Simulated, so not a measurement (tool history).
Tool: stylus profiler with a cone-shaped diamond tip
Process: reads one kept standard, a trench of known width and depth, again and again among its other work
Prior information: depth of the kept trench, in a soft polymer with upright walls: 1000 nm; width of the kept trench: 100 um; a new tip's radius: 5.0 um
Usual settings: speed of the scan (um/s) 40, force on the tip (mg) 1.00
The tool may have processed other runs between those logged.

run,hour,speed of the scan (um/s),force on the tip (mg),depth of the trench (angstrom),width of the trench's floor (µm)
1,0.0,40,1.00,10087.8,93.63
2,15.6,40,1.00,10087.2,93.66
3,30.1,40,0.52,10055.6,93.52
4,38.9,17,1.00,10088.3,93.86
5,53.7,40,1.00,10091.6,93.64
6,72.7,40,0.54,10061.8,93.55
7,91.5,40,0.54,10061.3,93.48
8,102.7,40,0.54,10060.6,93.52
9,123.5,71,1.00,10091.2,93.40
10,140.2,40,1.00,10090.3,93.64
11,155.3,40,1.00,10090.2,93.68
12,173.3,110,1.00,10090.7,93.04
13,184.5,40,0.37,10046.9,93.42
14,196.5,40,0.37,10043.5,93.46
15,215.6,40,0.37,10049.4,93.35
16,225.8,40,1.00,10091.7,93.68
17,241.0,40,1.83,10137.2,93.68
18,250.1,49,1.83,10137.6,93.70
19,260.8,67,1.50,10120.7,93.53
20,272.6,14,2.08,10150.9,93.92
21,287.4,14,2.08,10149.2,93.91
22,301.4,116,1.46,10117.1,93.17
23,317.6,22,1.74,10135.6,93.81
24,334.6,11,1.00,10092.5,93.91
25,353.0,11,2.21,10158.6,93.91
26,363.7,18,0.43,10051.7,93.73
27,374.2,49,1.00,10096.1,93.59
28,382.8,82,0.38,10048.2,92.85
29,396.1,43,1.54,10123.5,93.73
30,412.4,44,0.60,10057.7,93.51
31,426.7,53,0.41,10050.5,93.26
32,445.6,60,1.18,10100.7,93.50
33,458.8,12,1.64,10127.9,93.93
34,469.8,40,0.89,10086.2,93.62
35,484.3,13,0.72,10070.9,93.88

What if the next run were any one of these 5? Each begins from the tool's condition after run 35:
A,499.9,43,0.92,?,?
B,499.9,13,1.24,?,?
C,499.9,14,0.86,?,?
D,499.9,11,1.00,?,?
E,499.9,40,1.66,?,?

run,depth of the trench (angstrom),width of the trench's floor (µm)
A,10082.1,93.62
B,10105.1,93.86
C,10077.4,93.83
D,10095.3,93.97
E,10130.6,93.77
With the hidden condition removed and each run's random variation left untouched, the same runs would have given:
run,depth of the trench (angstrom),width of the trench's floor (µm)
A,10082.2,93.63
B,10105.2,93.87
C,10077.5,93.83
D,10095.4,93.97
E,10130.7,93.77

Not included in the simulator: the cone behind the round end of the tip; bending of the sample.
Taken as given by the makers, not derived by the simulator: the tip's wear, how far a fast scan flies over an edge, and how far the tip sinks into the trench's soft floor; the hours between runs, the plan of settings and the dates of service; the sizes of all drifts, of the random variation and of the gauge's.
